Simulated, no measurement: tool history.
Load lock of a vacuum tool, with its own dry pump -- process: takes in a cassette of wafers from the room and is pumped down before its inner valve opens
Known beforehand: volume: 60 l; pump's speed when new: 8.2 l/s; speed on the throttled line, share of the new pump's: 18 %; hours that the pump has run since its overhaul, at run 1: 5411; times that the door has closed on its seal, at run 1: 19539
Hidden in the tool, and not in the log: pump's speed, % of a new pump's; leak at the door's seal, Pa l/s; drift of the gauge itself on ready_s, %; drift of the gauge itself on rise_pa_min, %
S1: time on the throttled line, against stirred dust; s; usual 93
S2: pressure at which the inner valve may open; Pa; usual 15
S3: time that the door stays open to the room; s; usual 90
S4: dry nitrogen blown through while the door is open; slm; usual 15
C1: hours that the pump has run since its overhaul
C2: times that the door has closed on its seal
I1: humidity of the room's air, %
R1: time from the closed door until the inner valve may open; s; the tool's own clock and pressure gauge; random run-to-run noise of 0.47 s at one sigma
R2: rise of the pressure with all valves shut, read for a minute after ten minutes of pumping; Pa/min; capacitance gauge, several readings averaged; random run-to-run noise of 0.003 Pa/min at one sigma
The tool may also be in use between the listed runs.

{"run": 1, "hour": 0.0, "S1": 93, "S2": 15, "S3": 90, "S4": 15, "C1": 5411, "C2": 19539, "I1": 44.7, "R1": 142.5, "R2": 0.407}
{"run": 2, "hour": 79.9, "S1": 93, "S2": 15, "S3": 227, "S4": 15, "C1": 5491, "C2": 19921, "I1": 44.3, "R1": 141.9, "R2": 0.436}
{"run": 3, "hour": 199.8, "S1": 93, "S2": 15, "S3": 227, "S4": 15, "C1": 5611, "C2": 20496, "I1": 43.9, "R1": 142.1, "R2": 0.444}
{"run": 4, "hour": 289.5, "S1": 93, "S2": 15, "S3": 227, "S4": 15, "C1": 5700, "C2": 20926, "I1": 44.1, "R1": 143.5, "R2": 0.45}
{"run": 5, "hour": 424.6, "S1": 93, "S2": 15, "S3": 227, "S4": 15, "C1": 5835, "C2": 21574, "I1": 44.5, "R1": 142.3, "R2": 0.475}
{"run": 6, "hour": 483.5, "S1": 93, "S2": 15, "S3": 227, "S4": 15, "C1": 5894, "C2": 21856, "I1": 43.4, "R1": 143.2, "R2": 0.484}
{"run": 7, "hour": 598.9, "S1": 93, "S2": 15, "S3": 235, "S4": 15, "C1": 6010, "C2": 22409, "I1": 43.4, "R1": 142.7, "R2": 0.497}
{"run": 8, "hour": 675.2, "S1": 93, "S2": 15, "S3": 127, "S4": 15, "C1": 6086, "C2": 22775, "I1": 42.2, "R1": 143.8, "R2": 0.484}
{"run": 9, "hour": 806.1, "S1": 93, "S2": 15, "S3": 127, "S4": 15, "C1": 6217, "C2": 23402, "I1": 45, "R1": 142.9, "R2": 0.513}
{"run": 10, "hour": 906.6, "S1": 93, "S2": 15, "S3": 127, "S4": 15, "C1": 6317, "C2": 23883, "I1": 41.6, "R1": 142.5, "R2": 0.52}
{"run": 11, "hour": 998.1, "S1": 93, "S2": 15, "S3": 127, "S4": 15, "C1": 6409, "C2": 24322, "I1": 45, "R1": 143.4, "R2": 0.54}
{"run": 12, "hour": 1121.0, "S1": 93, "S2": 15, "S3": 127, "S4": 15, "C1": 6532, "C2": 24911, "I1": 45.2, "R1": 142.4, "R2": 0.556}
{"run": 13, "hour": 1179.1, "S1": 93, "S2": 15, "S3": 127, "S4": 15, "C1": 6590, "C2": 25189, "I1": 44.2, "R1": 142.7, "R2": 0.565}
{"run": 14, "hour": 1237.0, "S1": 93, "S2": 15, "S3": 127, "S4": 15, "C1": 6648, "C2": 25467, "I1": 42.7, "R1": 142.7, "R2": 0.574}
{"run": 15, "hour": 1320.9, "S1": 93, "S2": 29, "S3": 90, "S4": 15, "C1": 6732, "C2": 25869, "I1": 43.7, "R1": 139.1, "R2": 0.578}
{"run": 16, "hour": 1386.0, "S1": 61, "S2": 19, "S3": 217, "S4": 20, "C1": 6797, "C2": 26181, "I1": 46.8, "R1": 116.5, "R2": 0.609}
{"run": 17, "hour": 1452.7, "S1": 48, "S2": 19, "S3": 217, "S4": 15, "C1": 6863, "C2": 26501, "I1": 46.5, "R1": 104.8, "R2": 0.629}
{"run": 18, "hour": 1520.8, "S1": 48, "S2": 19, "S3": 217, "S4": 15, "C1": 6932, "C2": 26827, "I1": 46.2, "R1": 105.5, "R2": 0.621}
{"hour": 1626.4, "done": "door's seal changed, seat wiped"}
{"run": 19, "hour": 1632.8, "S1": 48, "S2": 15, "S3": 217, "S4": 15, "C1": 7042, "C2": 30, "I1": 46, "R1": 107.3, "R2": 0.058}
{"run": 20, "hour": 1704.1, "S1": 48, "S2": 15, "S3": 217, "S4": 15, "C1": 7113, "C2": 372, "I1": 45, "R1": 106.7, "R2": 0.057}
{"run": 21, "hour": 1773.1, "S1": 48, "S2": 15, "S3": 228, "S4": 25, "C1": 7182, "C2": 703, "I1": 47.1, "R1": 107.1, "R2": 0.057}
{"run": 22, "hour": 1907.2, "S1": 48, "S2": 15, "S3": 228, "S4": 25, "C1": 7316, "C2": 1345, "I1": 47.3, "R1": 106.7, "R2": 0.057}
{"run": 23, "hour": 2038.5, "S1": 93, "S2": 15, "S3": 118, "S4": 10, "C1": 7448, "C2": 1975, "I1": 48.3, "R1": 144.1, "R2": 0.072}
{"run": 24, "hour": 2140.3, "S1": 93, "S2": 11, "S3": 99, "S4": 15, "C1": 7550, "C2": 2462, "I1": 45.6, "R1": 146, "R2": 0.061}
{"run": 25, "hour": 2233.0, "S1": 93, "S2": 25, "S3": 90, "S4": 15, "C1": 7642, "C2": 2907, "I1": 45.6, "R1": 140, "R2": 0.07}
{"run": 26, "hour": 2319.6, "S1": 93, "S2": 25, "S3": 90, "S4": 15, "C1": 7729, "C2": 3322, "I1": 46, "R1": 139.8, "R2": 0.068}
{"run": 27, "hour": 2414.7, "S1": 93, "S2": 28, "S3": 90, "S4": 12, "C1": 7824, "C2": 3778, "I1": 46.9, "R1": 138.5, "R2": 0.078}
{"run": 28, "hour": 2550.0, "S1": 93, "S2": 28, "S3": 90, "S4": 12, "C1": 7959, "C2": 4426, "I1": 44.3, "R1": 138.8, "R2": 0.081}
{"run": 29, "hour": 2661.6, "S1": 93, "S2": 28, "S3": 90, "S4": 12, "C1": 8071, "C2": 4961, "I1": 42, "R1": 138, "R2": 0.081}
{"run": 30, "hour": 2751.2, "S1": 148, "S2": 20, "S3": 132, "S4": 12, "C1": 8160, "C2": 5390, "I1": 45.6, "R1": 185.1, "R2": 0.105}

Predict each of these 5 candidate next runs independently; none follows another, all start after run 30:
{"run": "A", "hour": 2885.6, "S1": 48, "S2": 20, "S3": 132, "S4": 21, "C1": 8295, "C2": 6034, "I1": 46.7, "R1": "?", "R2": "?"}
{"run": "B", "hour": 2885.6, "S1": 94, "S2": 15, "S3": 91, "S4": 15, "C1": 8295, "C2": 6034, "I1": 45.9, "R1": "?", "R2": "?"}
{"run": "C", "hour": 2885.6, "S1": 71, "S2": 15, "S3": 90, "S4": 20, "C1": 8295, "C2": 6034, "I1": 45.2, "R1": "?", "R2": "?"}
{"run": "D", "hour": 2885.6, "S1": 93, "S2": 15, "S3": 90, "S4": 6, "C1": 8295, "C2": 6034, "I1": 45.8, "R1": "?", "R2": "?"}
{"run": "E", "hour": 2885.6, "S1": 93, "S2": 15, "S3": 107, "S4": 24, "C1": 8295, "C2": 6034, "I1": 43, "R1": "?", "R2": "?"}

run=A R1=105.6 R2=0.101
run=B R1=145.4 R2=0.097
run=C R1=125.2 R2=0.092
run=D R1=143.5 R2=0.115
run=E R1=145.4 R2=0.091
With no hidden state in the tool, these same runs would have given:
run=A R1=101.8 R2=0.043
run=B R1=142.1 R2=0.04
run=C R1=121.6 R2=0.036
run=D R1=140.2 R2=0.058
run=E R1=142 R2=0.033
